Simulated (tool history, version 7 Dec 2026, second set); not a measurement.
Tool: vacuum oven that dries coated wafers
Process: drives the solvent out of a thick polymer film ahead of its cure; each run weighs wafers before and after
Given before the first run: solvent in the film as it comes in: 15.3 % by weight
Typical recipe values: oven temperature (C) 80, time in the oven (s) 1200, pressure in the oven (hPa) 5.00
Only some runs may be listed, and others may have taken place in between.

Run 1, hour 0.0: usual settings. Result: solvent left in the film (%) 1.56.
Run 2, hour 20.7: usual settings but oven temperature (C) 68. Result: solvent left in the film (%) 3.84.
Run 3, hour 38.8: usual settings but oven temperature (C) 68. Result: solvent left in the film (%) 3.82.
Run 4, hour 51.6: usual settings but oven temperature (C) 68. Result: solvent left in the film (%) 3.84.
Run 5, hour 65.4: usual settings but oven temperature (C) 68. Result: solvent left in the film (%) 3.77.
Run 6, hour 81.8: usual settings but oven temperature (C) 68. Result: solvent left in the film (%) 3.85.
Run 7, hour 103.8: usual settings. Result: solvent left in the film (%) 1.59.
Run 8, hour 133.6: usual settings but pressure in the oven (hPa) 3.07. Result: solvent left in the film (%) 1.37.
Run 9, hour 160.5: usual settings but pressure in the oven (hPa) 3.07. Result: solvent left in the film (%) 1.44.
Run 10, hour 181.0: usual settings but pressure in the oven (hPa) 3.07. Result: solvent left in the film (%) 1.40.
Run 11, hour 197.9: usual settings but pressure in the oven (hPa) 7.64. Result: solvent left in the film (%) 1.85.
Run 12, hour 213.7: usual settings but pressure in the oven (hPa) 10.90. Result: solvent left in the film (%) 2.16.
At hour 217.3: oven's thermocouples calibrated.
Run 13, hour 233.9: usual settings but time in the oven (s) 660, pressure in the oven (hPa) 10.90. Result: solvent left in the film (%) 4.20.
Run 14, hour 259.0: usual settings but time in the oven (s) 660, pressure in the oven (hPa) 10.90. Result: solvent left in the film (%) 4.24.
Run 15, hour 287.5: usual settings but time in the oven (s) 660, pressure in the oven (hPa) 10.90. Result: solvent left in the film (%) 4.30.
Run 16, hour 302.6: usual settings but time in the oven (s) 660, pressure in the oven (hPa) 10.90. Result: solvent left in the film (%) 4.27.
Run 17, hour 327.6: usual settings but pressure in the oven (hPa) 7.49. Result: solvent left in the film (%) 1.98.
Run 18, hour 341.6: usual settings but oven temperature (C) 71. Result: solvent left in the film (%) 3.37.
Run 19, hour 363.5: usual settings but oven temperature (C) 81, time in the oven (s) 1500, pressure in the oven (hPa) 12.36. Result: solvent left in the film (%) 1.89.
Run 20, hour 376.5: usual settings but oven temperature (C) 88, time in the oven (s) 1500, pressure in the oven (hPa) 6.21. Result: solvent left in the film (%) 0.76.
At hour 385.2: oven's thermocouples calibrated, once more.
Run 21, hour 408.2: usual settings but oven temperature (C) 88, time in the oven (s) 1500, pressure in the oven (hPa) 6.21. Result: solvent left in the film (%) 0.64.
Run 22, hour 425.4: usual settings but oven temperature (C) 87, time in the oven (s) 900, pressure in the oven (hPa) 2.86. Result: solvent left in the film (%) 0.96.
Run 23, hour 446.9: usual settings but oven temperature (C) 87, time in the oven (s) 900, pressure in the oven (hPa) 2.86. Result: solvent left in the film (%) 1.02.
Run 24, hour 459.7: usual settings but oven temperature (C) 76, time in the oven (s) 1500, pressure in the oven (hPa) 2.98. Result: solvent left in the film (%) 1.15.
Run 25, hour 472.0: usual settings but oven temperature (C) 83, time in the oven (s) 660, pressure in the oven (hPa) 3.31. Result: solvent left in the film (%) 2.43.
Run 26, hour 490.9: usual settings but oven temperature (C) 83, time in the oven (s) 660, pressure in the oven (hPa) 3.31. Result: solvent left in the film (%) 2.40.
Run 27, hour 505.9: usual settings but oven temperature (C) 82, time in the oven (s) 660, pressure in the oven (hPa) 6.34. Result: solvent left in the film (%) 2.90.
Run 28, hour 532.3: usual settings but oven temperature (C) 74, time in the oven (s) 900, pressure in the oven (hPa) 6.34. Result: solvent left in the film (%) 3.29.
Run 29, hour 561.2: usual settings but oven temperature (C) 91, time in the oven (s) 2160, pressure in the oven (hPa) 13.93. Result: solvent left in the film (%) 0.93.
Run 30, hour 574.3: usual settings but oven temperature (C) 91, time in the oven (s) 1020, pressure in the oven (hPa) 3.71. Result: solvent left in the film (%) 0.55.
Run 31, hour 587.4: usual settings but oven temperature (C) 91, time in the oven (s) 1020, pressure in the oven (hPa) 3.71. Result: solvent left in the film (%) 0.58.
Run 32, hour 614.3: usual settings but pressure in the oven (hPa) 3.03. Result: solvent left in the film (%) 1.16.
Run 33, hour 639.7: usual settings but pressure in the oven (hPa) 3.03. Result: solvent left in the film (%) 1.10.
Run 34, hour 659.0: usual settings but pressure in the oven (hPa) 3.03. Result: solvent left in the film (%) 1.18.
Run 35, hour 675.5: usual settings but oven temperature (C) 74, pressure in the oven (hPa) 10.03. Result: solvent left in the film (%) 2.74.
Run 36, hour 692.9: usual settings but oven temperature (C) 74, pressure in the oven (hPa) 10.03. Result: solvent left in the film (%) 2.76.

5 options for the next run, each taken on its own from the tool as it stands now. Forecast them:
Run A, hour 723.1: usual settings but oven temperature (C) 74, time in the oven (s) 1080, pressure in the oven (hPa) 8.32. Result: solvent left in the film (%) ?.
Run B, hour 723.1: usual settings but oven temperature (C) 89, pressure in the oven (hPa) 11.55. Result: solvent left in the film (%) ?.
Run C, hour 723.1: usual settings but oven temperature (C) 92. Result: solvent left in the film (%) ?.
Run D, hour 723.1: usual settings. Result: solvent left in the film (%) ?.
Run E, hour 723.1: usual settings but time in the oven (s) 1140. Result: solvent left in the film (%) ?.

run  solvent left in the film (%)
  A                          3.00
  B                          1.07
  C                          0.55
  D                          1.37
  E                          1.47
With no hidden state in the tool, these same runs would have given:
run  solvent left in the film (%)
  A                          2.79
  B                          0.95
  C                          0.44
  D                          1.20
  E                          1.30

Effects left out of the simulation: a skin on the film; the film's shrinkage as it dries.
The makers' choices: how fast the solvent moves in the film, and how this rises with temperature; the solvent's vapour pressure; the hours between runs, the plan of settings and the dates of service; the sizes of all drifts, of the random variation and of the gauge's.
